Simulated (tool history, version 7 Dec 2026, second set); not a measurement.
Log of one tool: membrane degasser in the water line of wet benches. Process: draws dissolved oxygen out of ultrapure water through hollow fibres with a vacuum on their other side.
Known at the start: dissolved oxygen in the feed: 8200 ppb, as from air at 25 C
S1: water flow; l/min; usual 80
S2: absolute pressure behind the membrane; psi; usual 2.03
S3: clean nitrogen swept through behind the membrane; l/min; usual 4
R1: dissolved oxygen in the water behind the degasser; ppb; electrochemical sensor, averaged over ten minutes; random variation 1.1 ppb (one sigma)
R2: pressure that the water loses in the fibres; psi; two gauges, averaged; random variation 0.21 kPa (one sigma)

run 1 day=0 | S1=80 S2=2.03 S3=4 | R1=467.9 R2=7.248
run 2 day=4.792 | S1=125 S2=2.03 S3=4 | R1=686.4 R2=11.281
run 3 day=7.067 | S1=80 S2=2.03 S3=10.51 | R1=202.3 R2=7.197
run 4 day=11.312 | S1=80 S2=2.03 S3=10.51 | R1=201.2 R2=7.161
run 5 day=14.112 | S1=80 S2=4.26 S3=4 | R1=1050.1 R2=7.23
run 6 day=19.05 | S1=50 S2=4.26 S3=4 | R1=708.8 R2=4.544
run 7 day=23.138 | S1=50 S2=4.26 S3=4 | R1=706.6 R2=4.493
run 8 day=27.838 | S1=80 S2=2.03 S3=4 | R1=469.9 R2=7.239
run 9 day=32.175 | S1=80 S2=2.03 S3=4 | R1=467.6 R2=7.259
run 10 day=34.362 | S1=80 S2=2.03 S3=4 | R1=470.9 R2=7.248
run 11 day=36.979 | S1=80 S2=2.03 S3=4 | R1=471 R2=7.205
run 12 day=41.433 | S1=89 S2=2.03 S3=4 | R1=516.6 R2=8.021
run 13 day=45.783 | S1=120 S2=2.03 S3=4 | R1=664.5 R2=10.913
run 14 day=50.467 | S1=120 S2=2.03 S3=4 | R1=664.7 R2=10.849
run 15 day=53.8 | S1=60 S2=2.03 S3=4 | R1=366 R2=5.443
run 16 day=57.504 | S1=60 S2=2.03 S3=4 | R1=365.7 R2=5.391
run 17 day=62.296 | S1=103 S2=1.73 S3=4.86 | R1=413.4 R2=9.39
run 18 day=66.154 | S1=103 S2=1.73 S3=4.86 | R1=412.6 R2=9.343
run 19 day=69.125 | S1=98 S2=2.03 S3=3.6 | R1=612.3 R2=8.91
run 20 day=73.967 | S1=98 S2=2.03 S3=3.6 | R1=612.2 R2=8.931
run 21 day=77.271 | S1=75 S2=1.31 S3=2.7 | R1=348.1 R2=6.743
run 22 day=81.458 | S1=80 S2=1.93 S3=2.86 | R1=583.2 R2=7.294
run 23 day=86.233 | S1=51 S2=5.06 S3=10.86 | R1=352.7 R2=4.599
run 24 day=91.304 | S1=70 S2=3.18 S3=3.64 | R1=750.2 R2=6.334
run 25 day=96.233 | S1=70 S2=1.45 S3=3.64 | R1=297.6 R2=6.419
run 26 day=100.771 | S1=70 S2=1.45 S3=3.64 | R1=297.2 R2=6.405
run 27 day=103.233 | S1=97 S2=2.51 S3=4 | R1=711.3 R2=8.855
run 28 day=105.483 | S1=95 S2=2.51 S3=4 | R1=701.4 R2=8.596

Some steps in R1 between neighbouring runs. How much of each would the tool show without its hidden state too (settings, what came in, random variation), and how much is left for the hidden state, with any gauge scatter that isn't in both results?
The hidden state here: membrane still open, %; true pressure behind the membrane over the reading, kPa; air that leaks in behind the membrane, l/min; drift of the gauge itself on oxygen_ppb, %; drift of the gauge itself on loss_of_pressure_kpa, %.
Run 2 -> 3: S1 125 -> 80, S3 4 -> 10.51. R1 -484.1 ppb: hidden state -4.8, all else -479.3.
Run 4 -> 5: S2 2.03 -> 4.26, S3 10.51 -> 4. R1 +848.9 ppb: hidden state +2.7, all else +846.2.
Run 22 -> 23: S1 80 -> 51, S2 1.93 -> 5.06, S3 2.86 -> 10.86. R1 -230.5 ppb: hidden state -7.7, all else -222.8.
Run 23 -> 24: S1 51 -> 70, S2 5.06 -> 3.18, S3 10.86 -> 3.64. R1 +397.5 ppb: hidden state +5.4, all else +392.1.
